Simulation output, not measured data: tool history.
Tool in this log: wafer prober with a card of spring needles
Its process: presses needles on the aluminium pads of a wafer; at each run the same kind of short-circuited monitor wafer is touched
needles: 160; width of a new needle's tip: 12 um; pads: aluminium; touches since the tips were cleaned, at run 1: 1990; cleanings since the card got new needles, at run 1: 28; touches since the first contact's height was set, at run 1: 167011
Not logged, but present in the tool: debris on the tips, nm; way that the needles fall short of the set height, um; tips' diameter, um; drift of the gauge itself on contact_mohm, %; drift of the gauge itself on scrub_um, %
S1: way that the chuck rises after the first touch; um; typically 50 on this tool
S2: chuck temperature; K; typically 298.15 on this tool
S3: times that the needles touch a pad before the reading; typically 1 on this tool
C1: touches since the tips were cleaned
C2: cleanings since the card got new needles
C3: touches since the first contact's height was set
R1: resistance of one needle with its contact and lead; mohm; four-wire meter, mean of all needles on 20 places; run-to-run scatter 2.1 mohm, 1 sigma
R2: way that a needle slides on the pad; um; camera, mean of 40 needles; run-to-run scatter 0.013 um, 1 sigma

run	hour	S1	S2	S3	C1	C2	C3	R1	R2
1	0.0	50	298.15	1	1990	28	167011	282	10.86
# hour 9.1: tips cleaned on abrasive film
2	11.4	50	298.15	2	886	29	171386	253	10.90
# hour 17.1: height of the first contact set anew
# hour 23.9: tips cleaned on abrasive film
3	25.9	50	298.15	2	797	30	3384	252	11.18
4	35.1	40	298.15	1	4369	30	6956	337	8.93
# hour 38.2: tips cleaned on abrasive film
5	48.2	50	298.15	1	3901	31	12012	297	11.17
# hour 52.1: tips cleaned on abrasive film
6	60.9	50	298.15	1	3437	32	16916	302	11.11
# hour 66.4: tips cleaned on abrasive film
7	75.8	50	298.15	1	3635	33	22663	299	11.17
# hour 81.2: tips cleaned on abrasive film
8	89.8	50	298.15	1	3345	34	28063	296	11.14
# hour 95.6: tips cleaned on abrasive film
9	97.7	50	350.15	1	831	35	31098	268	11.13
# hour 109.7: tips cleaned on abrasive film
10	114.8	50	298.15	1	2013	36	37730	279	11.09
# hour 124.3: tips cleaned on abrasive film
11	126.1	50	298.15	1	711	37	42078	253	11.10
12	137.5	50	298.15	1	5117	37	46484	311	11.08
# hour 138.8: tips cleaned on abrasive film
13	145.0	32	306.15	2	2428	38	49381	312	7.05
# hour 152.9: tips cleaned on abrasive film
14	158.0	32	306.15	2	1985	39	54402	303	7.05
# hour 166.8: tips cleaned on abrasive film
15	172.9	53	298.15	1	2388	40	60147	279	11.73
# hour 180.8: tips cleaned on abrasive film
16	183.5	53	298.15	1	1037	41	64228	262	11.72
# hour 195.0: tips cleaned on abrasive film
17	195.9	31	298.15	2	377	42	69032	264	6.80
18	203.5	31	298.15	2	3302	42	71957	320	6.80
# hour 209.8: tips cleaned on abrasive film
19	212.2	31	306.15	1	905	43	75302	301	6.80
# hour 224.3: tips cleaned on abrasive film
20	225.6	54	309.15	3	516	44	80504	242	11.92
# hour 238.0: tips cleaned on abrasive film
21	238.0	54	309.15	3	5	45	85276	241	11.91

Measured less the same run without the tool's hidden state. The same run-to-run variation is in both; the gauge's scatter may not be:
run	R1	R2
1	+48	-0.29
2	+17	-0.30
3	+17	-0.01
4	+97	-0.01
5	+61	-0.02
6	+60	-0.03
7	+62	-0.04
8	+59	-0.05
9	+21	-0.07
10	+45	-0.08
11	+21	-0.09
12	+74	-0.09
13	+66	-0.10
14	+58	-0.11
15	+47	-0.12
16	+27	-0.13
17	+25	-0.13
18	+83	-0.14
19	+57	-0.14
20	+6	-0.16
21	+2	-0.16

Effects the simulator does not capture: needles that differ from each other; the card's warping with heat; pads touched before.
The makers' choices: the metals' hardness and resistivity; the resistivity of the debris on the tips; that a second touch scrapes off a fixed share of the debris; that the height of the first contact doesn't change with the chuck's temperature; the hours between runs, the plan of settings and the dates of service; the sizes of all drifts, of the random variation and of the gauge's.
